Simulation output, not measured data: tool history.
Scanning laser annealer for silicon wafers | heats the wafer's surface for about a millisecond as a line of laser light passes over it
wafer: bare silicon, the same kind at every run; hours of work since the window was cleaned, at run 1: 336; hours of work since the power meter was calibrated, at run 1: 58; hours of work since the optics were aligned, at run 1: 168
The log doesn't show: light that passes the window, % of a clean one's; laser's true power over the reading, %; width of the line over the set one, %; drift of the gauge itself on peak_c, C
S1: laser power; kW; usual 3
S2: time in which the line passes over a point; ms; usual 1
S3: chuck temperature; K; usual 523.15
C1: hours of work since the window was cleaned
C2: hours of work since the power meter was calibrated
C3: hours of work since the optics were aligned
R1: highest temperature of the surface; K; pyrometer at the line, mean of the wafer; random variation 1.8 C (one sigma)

| run | day | S1 | S2 | S3 | C1 | C2 | C3 | R1 |
|---|---|---|---|---|---|---|---|---|
| 1 | 0 | 3 | 1 | 523.15 | 336 | 58 | 168 | 1236.15 |
| 2 | 0.388 | 2.584 | 1 | 523.15 | 341 | 62 | 173 | 1110.15 |
| 3 | 0.612 | 2.584 | 1 | 501.15 | 343 | 65 | 176 | 1092.15 |
| 4 | 1.05 | 3 | 1 | 534.15 | 349 | 71 | 181 | 1243.15 |
| 5 | 1.45 | 3 | 1 | 534.15 | 354 | 76 | 186 | 1242.15 |
| 6 | 1.812 | 2.647 | 1 | 523.15 | 358 | 80 | 191 | 1130.15 |
| 7 | 2.162 | 3 | 1 | 523.15 | 363 | 85 | 195 | 1232.15 |
| 8 | 2.521 | 3 | 1 | 514.15 | 367 | 89 | 200 | 1223.15 |
| 9 | 2.938 | 3 | 1 | 514.15 | 373 | 94 | 205 | 1224.15 |
| 10 | 3.188 | 3 | 1 | 514.15 | 376 | 98 | 208 | 1222.15 |
| 11 | 3.5 | 3 | 1 | 523.15 | 380 | 102 | 212 | 1232.15 |
| 12 | 3.708 | 3 | 0.98 | 523.15 | 382 | 104 | 215 | 1224.15 |
| 13 | 3.925 | 3 | 0.98 | 523.15 | 385 | 107 | 217 | 1224.15 |
| 14 | 4.388 | 3 | 0.98 | 523.15 | 391 | 113 | 223 | 1224.15 |
| 15 | 4.579 | 3 | 0.98 | 523.15 | 393 | 115 | 226 | 1225.15 |
| 16 | 4.804 | 3 | 1 | 523.15 | 396 | 118 | 228 | 1229.15 |
| 17 | 5.029 | 3 | 1 | 523.15 | 399 | 121 | 231 | 1229.15 |
| 18 | 5.367 | 3 | 1 | 523.15 | 403 | 125 | 235 | 1231.15 |
| 19 | 5.683 | 3 | 1 | 523.15 | 407 | 129 | 239 | 1232.15 |
| 20 | 6.046 | 3 | 1 | 488.15 | 412 | 134 | 244 | 1192.15 |

Forecast run 21:
| 21 | 6.329 | 3.265 | 1.24 | 514.15 | 415 | 137 | 248 | ? |

Run 21 gave R1 1380.15 K.
Without the tool's hidden state the same run would have given R1 1436.15 K.

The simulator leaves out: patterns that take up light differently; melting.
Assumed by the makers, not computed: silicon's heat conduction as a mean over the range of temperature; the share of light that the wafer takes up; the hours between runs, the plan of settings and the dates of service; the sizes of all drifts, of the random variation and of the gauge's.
